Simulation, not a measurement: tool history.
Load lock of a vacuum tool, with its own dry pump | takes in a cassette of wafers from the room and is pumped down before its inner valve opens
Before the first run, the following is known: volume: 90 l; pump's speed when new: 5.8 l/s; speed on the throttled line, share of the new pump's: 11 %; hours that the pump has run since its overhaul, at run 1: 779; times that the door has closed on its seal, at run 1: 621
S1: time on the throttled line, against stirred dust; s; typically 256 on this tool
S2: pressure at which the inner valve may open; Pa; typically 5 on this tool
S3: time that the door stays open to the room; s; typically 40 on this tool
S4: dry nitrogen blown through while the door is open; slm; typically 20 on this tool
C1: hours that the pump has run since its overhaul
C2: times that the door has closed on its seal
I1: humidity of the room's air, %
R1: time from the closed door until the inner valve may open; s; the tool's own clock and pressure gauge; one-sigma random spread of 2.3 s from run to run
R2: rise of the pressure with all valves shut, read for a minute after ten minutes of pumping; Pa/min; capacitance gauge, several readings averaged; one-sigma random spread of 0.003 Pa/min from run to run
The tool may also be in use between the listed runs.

{"run": 1, "hour": 0.0, "S1": 256, "S2": 5, "S3": 40, "S4": 20, "C1": 779, "C2": 621, "I1": 43.7, "R1": 380.4, "R2": 0.031}
{"run": 2, "hour": 186.1, "S1": 256, "S2": 10, "S3": 40, "S4": 20, "C1": 965, "C2": 1374, "I1": 43.8, "R1": 368.7, "R2": 0.028}
{"run": 3, "hour": 362.8, "S1": 256, "S2": 10, "S3": 40, "S4": 20, "C1": 1141, "C2": 2088, "I1": 47, "R1": 372.9, "R2": 0.034}
{"run": 4, "hour": 468.5, "S1": 256, "S2": 5, "S3": 40, "S4": 20, "C1": 1247, "C2": 2515, "I1": 46.7, "R1": 386.9, "R2": 0.036}
{"run": 5, "hour": 587.2, "S1": 256, "S2": 5, "S3": 40, "S4": 20, "C1": 1366, "C2": 2995, "I1": 43.1, "R1": 381.2, "R2": 0.038}
{"run": 6, "hour": 701.6, "S1": 256, "S2": 5, "S3": 187, "S4": 20, "C1": 1480, "C2": 3458, "I1": 43.4, "R1": 384.5, "R2": 0.064}
{"run": 7, "hour": 791.3, "S1": 313, "S2": 8, "S3": 78, "S4": 24, "C1": 1570, "C2": 3820, "I1": 46.7, "R1": 429.7, "R2": 0.046}
{"run": 8, "hour": 932.5, "S1": 159, "S2": 5, "S3": 221, "S4": 25, "C1": 1711, "C2": 4391, "I1": 44.7, "R1": 300.8, "R2": 0.066}
{"run": 9, "hour": 1117.8, "S1": 256, "S2": 9, "S3": 75, "S4": 20, "C1": 1896, "C2": 5140, "I1": 44, "R1": 372.8, "R2": 0.061}
{"run": 10, "hour": 1194.5, "S1": 256, "S2": 4, "S3": 40, "S4": 20, "C1": 1973, "C2": 5450, "I1": 46.3, "R1": 389.8, "R2": 0.054}
{"run": 11, "hour": 1270.6, "S1": 256, "S2": 5, "S3": 54, "S4": 20, "C1": 2049, "C2": 5758, "I1": 41.6, "R1": 387.9, "R2": 0.061}
{"run": 12, "hour": 1424.2, "S1": 256, "S2": 5, "S3": 54, "S4": 20, "C1": 2203, "C2": 6379, "I1": 45, "R1": 385.1, "R2": 0.061}

The same runs without the tool's hidden state, with the same run-to-run variation:
Hidden state present: pump's speed, % of a new pump's; leak at the door's seal, Pa l/s; drift of the gauge itself on ready_s, %; drift of the gauge itself on rise_pa_min, %.
run=1 R1=380.3 R2=0.029
run=2 R1=368.2 R2=0.022
run=3 R1=372.1 R2=0.025
run=4 R1=385.8 R2=0.024
run=5 R1=379.9 R2=0.024
run=6 R1=382.9 R2=0.047
run=7 R1=428.1 R2=0.027
run=8 R1=298.6 R2=0.043
run=9 R1=370.5 R2=0.034
run=10 R1=387.2 R2=0.025
run=11 R1=385.2 R2=0.029
run=12 R1=382 R2=0.025

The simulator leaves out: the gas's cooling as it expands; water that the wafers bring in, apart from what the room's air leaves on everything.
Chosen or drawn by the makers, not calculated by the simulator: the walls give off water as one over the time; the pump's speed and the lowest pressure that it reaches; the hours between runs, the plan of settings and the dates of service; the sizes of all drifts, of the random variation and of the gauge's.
